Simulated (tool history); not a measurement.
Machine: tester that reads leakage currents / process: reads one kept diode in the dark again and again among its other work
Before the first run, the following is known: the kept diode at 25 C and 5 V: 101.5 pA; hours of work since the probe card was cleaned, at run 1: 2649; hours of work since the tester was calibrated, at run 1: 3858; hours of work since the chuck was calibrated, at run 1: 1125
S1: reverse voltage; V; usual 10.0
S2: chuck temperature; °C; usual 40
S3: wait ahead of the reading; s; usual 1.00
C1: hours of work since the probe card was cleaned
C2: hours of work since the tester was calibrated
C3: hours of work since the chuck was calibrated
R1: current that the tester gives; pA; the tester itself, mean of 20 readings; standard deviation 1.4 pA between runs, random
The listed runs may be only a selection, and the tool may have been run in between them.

run    hour    S1  S2    S3    C1    C2    C3       R1
  1     0.0  10.0  40  1.00  2649  3858  1125   447.75
  2   217.7  10.0  40  1.00  2743  3951  1218   445.25
  3   373.8  10.0  40  1.00  2810  4018  1285   447.00
  4   589.0  10.0  40  1.00  2902  4110  1377   441.84
  5   720.1  10.0  40  1.00  2958  4166  1433   440.29
  6   869.4  10.0  40  1.00  3022  4230  1497   438.43
  7  1043.4  10.0  40  1.00  3097  4305  1572   436.27
  8  1140.5  10.0  40  1.00  3138  4346  1614   437.31
  9  1284.2  10.0  40  1.00  3200  4408  1675   434.03
     1370.6  -- probe card cleaned and baked
 10  1484.1  10.0  40  1.00    49  4493  1760   411.41
 11  1607.4  10.0  40  1.00   102  4545  1813   407.97
 12  1815.8  10.0  40  0.36   191  4635  1902   406.05
     1838.4  -- chuck's temperature calibrated
 13  1968.1  10.0  40  0.36   255  4699    56   386.71
 14  2150.7  10.0  40  0.36   334  4777   134   381.62
 15  2356.7  10.0  40  0.36   422  4866   222   380.39
 16  2518.3  10.0  26  0.36   491  4935   291   131.64
 17  2612.3  10.0  26  0.36   531  4975   332   130.68
     2628.4  -- chuck's temperature calibrated, once more
 18  2733.5  10.0  24  1.00   583  5026    45   138.50
 19  2827.0  10.0  24  1.00   623  5066    85   138.37
 20  2973.3   2.1  44  1.58   685  5129   148   279.69
 21  3074.9   1.3  40  1.00   729  5173   191   163.85
 22  3218.4   1.7  37  6.53   790  5234   253   149.14
 23  3325.1   5.1  23  1.00   836  5280   299    89.52
     3504.9  -- tester calibrated
 24  3518.4   2.7  48  1.00   918     6   381   413.43
 25  3626.7  16.4  34  3.84   965    52   427   376.59
 26  3783.3  10.0  24  1.00  1032   119   494   136.16
 27  3977.1  10.0  24  1.00  1115   202   577   135.55
 28  4156.6   3.8  42  1.06  1192   279   654   313.62
 29  4375.1  10.0  32  0.94  1285   373   748   247.42
 30  4507.9  14.4  27  2.01  1342   430   805   205.59
 31  4659.4  10.0  48  1.56  1407   495   870   774.56
 32  4775.1  10.0  48  1.56  1457   544   919   772.28
 33  4876.5   7.4  55  8.30  1500   588   963  1064.63
 34  5092.1   7.4  55  8.30  1593   680  1055  1061.84
 35  5222.8   7.4  55  8.30  1649   736  1111  1052.33
 36  5410.9   2.3  25  1.00  1729   817  1192    65.37
 37  5589.7   2.3  25  1.00  1806   894  1269    65.39
 38  5728.2   9.1  31  5.75  1866   953  1328   211.56

Alternative continuations, all from the tool just after run 38; predict every row:
  A  5899.0  7.3  28  5.75  1939  1026  1401   ?
  B  5899.0  2.6  38  4.76  1939  1026  1401   ?
  C  5899.0  1.2  30  4.91  1939  1026  1401   ?

run      R1
  A  150.72
  B  184.14
  C   68.16
Without the tool's unlogged condition, the same runs would have read:
run      R1
  A  156.61
  B  200.42
  C   74.21
